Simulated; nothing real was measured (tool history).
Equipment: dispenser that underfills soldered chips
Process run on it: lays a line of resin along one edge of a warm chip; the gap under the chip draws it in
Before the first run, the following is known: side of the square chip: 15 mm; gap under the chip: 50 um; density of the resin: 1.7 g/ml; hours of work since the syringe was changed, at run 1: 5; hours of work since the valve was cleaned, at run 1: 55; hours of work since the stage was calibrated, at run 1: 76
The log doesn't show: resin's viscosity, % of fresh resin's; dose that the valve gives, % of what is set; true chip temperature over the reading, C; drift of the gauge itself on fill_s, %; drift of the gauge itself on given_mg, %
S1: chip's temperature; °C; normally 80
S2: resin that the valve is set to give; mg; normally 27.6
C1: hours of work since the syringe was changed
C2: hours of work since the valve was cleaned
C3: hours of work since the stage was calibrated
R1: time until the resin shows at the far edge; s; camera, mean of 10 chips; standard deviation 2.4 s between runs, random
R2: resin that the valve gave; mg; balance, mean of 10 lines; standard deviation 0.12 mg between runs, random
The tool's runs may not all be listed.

run,hour,S1,S2,C1,C2,C3,R1,R2
1,0,80,27.6,5,55,76,348,26.18
# hour 1.1: new syringe of resin
2,8.1,80,31.5,5,61,81,352.1,29.88
# hour 9: new syringe of resin
3,13.4,80,23.6,3,64,84,305.6,22.33
# hour 17.3: new syringe of resin
4,17.5,80,23.6,0,67,87,247,22.43
5,21.8,80,23.6,3,70,90,318.6,22.27
# hour 25.7: new syringe of resin
6,30.1,80,23.6,3,75,96,319,21.95
# hour 33.7: new syringe of resin
7,35.8,80,23.6,1,79,100,282.5,21.81
# hour 42: new syringe of resin
8,42.6,80,23.6,0,84,104,255.6,21.68
9,47.3,80,23.6,4,87,107,336.1,21.71
# hour 50: new syringe of resin
10,55.5,80,30.5,4,93,113,319.5,28.07
# hour 58.2: new syringe of resin
11,60.5,80,30.5,2,96,116,257.3,28.06
12,65.3,80,30.5,5,99,120,356.8,27.79
# hour 66.4: new syringe of resin
# hour 74.7: new syringe of resin
13,74.8,68,27.3,0,106,126,387,24.83
# hour 82.8: new syringe of resin
14,83.1,68,27.3,0,111,132,395,24.7
15,89.2,80,28.3,5,116,136,341.8,25.39
# hour 91: new syringe of resin
# hour 92: dispensing valve cleaned and set on the balance
16,97.1,80,27.6,4,4,140,297.2,27.66
# hour 100: new syringe of resin
17,105.8,74,33.7,4,9,146,390.8,33.34
# hour 108: new syringe of resin
18,113.3,74,33.7,4,15,151,390.7,33.34
# hour 116.1: new syringe of resin
19,121.9,90,27.5,4,20,157,211,26.99
# hour 124.4: new syringe of resin
20,131.1,70,23.6,5,27,163,541.7,22.96
# hour 132.9: new syringe of resin
21,135.8,79,31.6,2,30,167,270.8,30.69

Measured minus without-hidden-state, run by run (identical run-to-run variation in each term; gauge scatter may differ):
run,R1,R2
1,+115.2,-1.34
2,+120,-1.69
3,+68.4,-1.34
4,+1.7,-1.41
5,+74.7,-1.46
6,+76.8,-1.58
7,+34.7,-1.65
8,+7.4,-1.73
9,+91.5,-1.8
10,+84.1,-2.47
11,+30,-2.58
12,+121.5,-2.66
13,-8.7,-2.52
14,-0.1,-2.65
15,+106.1,-2.82
16,+68.3,-0.04
17,+100.6,-0.23
18,+95.1,-0.4
19,+56.8,-0.48
20,+168.7,-0.54
21,+29.1,-0.81
